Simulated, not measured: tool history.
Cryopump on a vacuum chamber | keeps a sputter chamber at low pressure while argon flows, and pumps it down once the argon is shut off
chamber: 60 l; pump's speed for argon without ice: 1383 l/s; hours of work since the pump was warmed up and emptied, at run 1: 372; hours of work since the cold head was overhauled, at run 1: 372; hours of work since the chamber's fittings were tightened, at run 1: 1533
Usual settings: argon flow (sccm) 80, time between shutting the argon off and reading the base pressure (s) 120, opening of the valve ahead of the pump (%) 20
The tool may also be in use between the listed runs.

run     day  argon flow (sccm)  time between shutting the argon off and reading the base pressure (s)  opening of the valve ahead of the pump (%)  hours of work since the pump was warmed up and emptied  hours of work since the cold head was overhauled  hours of work since the chamber's fittings were tightened  pressure while argon flows (Pa)  pressure after the wait (uPa)
  1       0                 80                                                                    120                                          20                                                     372                                               372                                                       1533                           0.5056                           1.91
  2   1.371                 80                                                                    120                                          36                                                     390                                               390                                                       1551                           0.2892                           1.95
  3   2.775                 80                                                                    120                                          20                                                     409                                               409                                                       1570                           0.5065                           1.93
  4   3.879                 80                                                                    120                                          20                                                     424                                               424                                                       1584                           0.5056                           2.05
  5   6.592                 80                                                                    120                                          20                                                     460                                               460                                                       1620                           0.5092                           2.08
  6   8.371                 80                                                                    120                                          20                                                     483                                               483                                                       1644                           0.5095                              2
  7   9.833                 80                                                                    120                                          20                                                     503                                               503                                                       1663                           0.5055                           2.11
  8  12.388                 80                                                                    120                                          20                                                     536                                               536                                                       1697                           0.5129                           2.15
  9  13.738                 80                                                                    120                                          20                                                     554                                               554                                                       1715                           0.5088                           2.16
 10  15.154                 80                                                                    120                                          20                                                     573                                               573                                                       1734                           0.5152                           2.26
 11   17.45                 80                                                                    120                                          20                                                     604                                               604                                                       1764                           0.5106                           2.27
 12  19.029                 80                                                                    120                                          20                                                     624                                               624                                                       1785                           0.5165                           2.34
 13    21.4                 80                                                                    120                                          20                                                     656                                               656                                                       1817                           0.5167                           2.31
 14  23.562                 80                                                                    120                                          20                                                     685                                               685                                                       1845                           0.5201                            2.3
 15  26.062                 80                                                                    120                                          20                                                     718                                               718                                                       1879                           0.5212                           2.45
 16  27.867                 80                                                                    120                                          43                                                     742                                               742                                                       1902                           0.2603                           2.52
 17  29.108                 80                                                                    203                                          20                                                     758                                               758                                                       1919                           0.5205                           2.34
 18  31.096                111                                                                     36                                          23                                                     784                                               784                                                       1945                           0.6379                           3.83
 19  32.467                 42                                                                     20                                          56                                                     803                                               803                                                       1963                           0.1131                           5.45
 20  33.771                 59                                                                    143                                          28                                                     820                                               820                                                       1981                            0.286                           2.47
 21  35.212                136                                                                    120                                          16                                                     839                                               839                                                       2000                           1.1076                           2.61
 22  37.154                 96                                                                    120                                          38                                                     865                                               865                                                       2026                           0.3609                           2.67
 23  39.662                 80                                                                    120                                          34                                                     898                                               898                                                       2059                           0.3348                           2.66
 24  41.875                 52                                                                    120                                          16                                                     927                                               927                                                       2088                           0.4266                           2.76
 25  44.267                 80                                                                    214                                          52                                                     959                                               959                                                       2120                           0.2365                           2.57
 26  46.842                 80                                                                    214                                          52                                                     993                                               993                                                       2154                           0.2413                           2.64
     48.183  -- pump warmed up, emptied and cooled again
 27  48.562                 80                                                                    214                                          52                                                       5                                              1013                                                       2174                           0.1912                           1.94
 28  50.475                133                                                                    178                                          20                                                      30                                              1039                                                       2199                           0.8151                              2
 29  52.512                133                                                                    178                                          20                                                      57                                              1066                                                       2226                           0.8187                           2.07
 30  55.046                 45                                                                    147                                          58                                                      91                                              1099                                                       2260                           0.0967                           2.11
 31  57.646                 45                                                                    147                                          58                                                     125                                              1134                                                       2294                           0.0979                           2.31
 32  60.142                 98                                                                    147                                          20                                                     159                                              1167                                                       2328                           0.6044                           2.21
 33  62.054                113                                                                    228                                          53                                                     184                                              1192                                                       2353                           0.2711                           2.14

Forecast each of these 3 alternatives for the next run:
  A  63.971                139                                                                     28                                          53                                                     209                                              1218                                                       2378                                ?                              ?
  B  63.971                113                                                                    228                                          33                                                     209                                              1218                                                       2378                                ?                              ?
  C  63.971                 74                                                                     43                                          33                                                     209                                              1218                                                       2378                                ?                              ?

run  pressure while argon flows (Pa)  pressure after the wait (uPa)
  A                           0.3357                           4.23
  B                           0.4329                           2.22
  C                           0.2816                           3.42
Without the tool's hidden state the same runs would have given:
run  pressure while argon flows (Pa)  pressure after the wait (uPa)
  A                             0.32                           2.58
  B                             0.42                           0.55
  C                           0.2732                           1.77
